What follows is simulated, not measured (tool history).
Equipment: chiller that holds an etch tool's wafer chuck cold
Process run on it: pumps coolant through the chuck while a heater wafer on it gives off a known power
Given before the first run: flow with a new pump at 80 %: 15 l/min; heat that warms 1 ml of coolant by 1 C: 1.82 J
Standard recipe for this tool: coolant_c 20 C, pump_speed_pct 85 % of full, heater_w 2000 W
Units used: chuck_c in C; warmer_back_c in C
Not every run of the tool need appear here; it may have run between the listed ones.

| run | hour | coolant_c | pump_speed_pct | heater_w | chuck_c | warmer_back_c |
|---|---|---|---|---|---|---|
| 1 | 0.0 | 20 | 85 | 2000 | 35.3 | 4.17 |
| 2 | 21.1 | 20 | 85 | 2000 | 35.4 | 4.15 |
| 3 | 51.7 | 20 | 85 | 2000 | 35.5 | 4.17 |
| 4 | 77.1 | 20 | 85 | 2000 | 35.4 | 4.17 |
| 5 | 92.0 | 20 | 85 | 2692 | 40.8 | 5.64 |
| 6 | 108.3 | 20 | 85 | 2692 | 40.7 | 5.70 |
| 7 | 134.6 | 20 | 85 | 2692 | 40.7 | 5.68 |
| 8 | 157.3 | 18 | 85 | 2000 | 33.6 | 4.23 |
| 9 | 181.2 | 18 | 85 | 2000 | 33.5 | 4.17 |
|  | 188.2 | coolant pump overhauled |
|  | 205.6 | chiller's thermometer calibrated |
| 10 | 216.5 | 17 | 76 | 1508 | 29.5 | 3.56 |
| 11 | 232.5 | 17 | 71 | 1217 | 27.7 | 3.00 |
| 12 | 257.6 | 15 | 71 | 2117 | 33.8 | 5.26 |
|  | 271.6 | coolant pump overhauled, once more |
| 13 | 287.0 | 12 | 94 | 2000 | 25.8 | 3.79 |
| 14 | 313.8 | 23 | 71 | 2039 | 41.0 | 5.09 |
| 15 | 331.4 | 20 | 66 | 2755 | 46.0 | 7.33 |

Branching from run 15: 3 alternative next runs. What would each branch give?
| A | 352.9 | 20 | 69 | 1529 | ? | ? |
| B | 352.9 | 20 | 64 | 2611 | ? | ? |
| C | 352.9 | 24 | 98 | 2652 | ? | ? |

| run | chuck_c | warmer_back_c |
|---|---|---|
| A | 33.9 | 3.90 |
| B | 45.4 | 7.19 |
| C | 41.6 | 4.82 |
Without the tool's hidden state the same runs would have given:
| run | chuck_c | warmer_back_c |
|---|---|---|
| A | 33.4 | 3.88 |
| B | 44.5 | 7.15 |
| C | 41.0 | 4.79 |
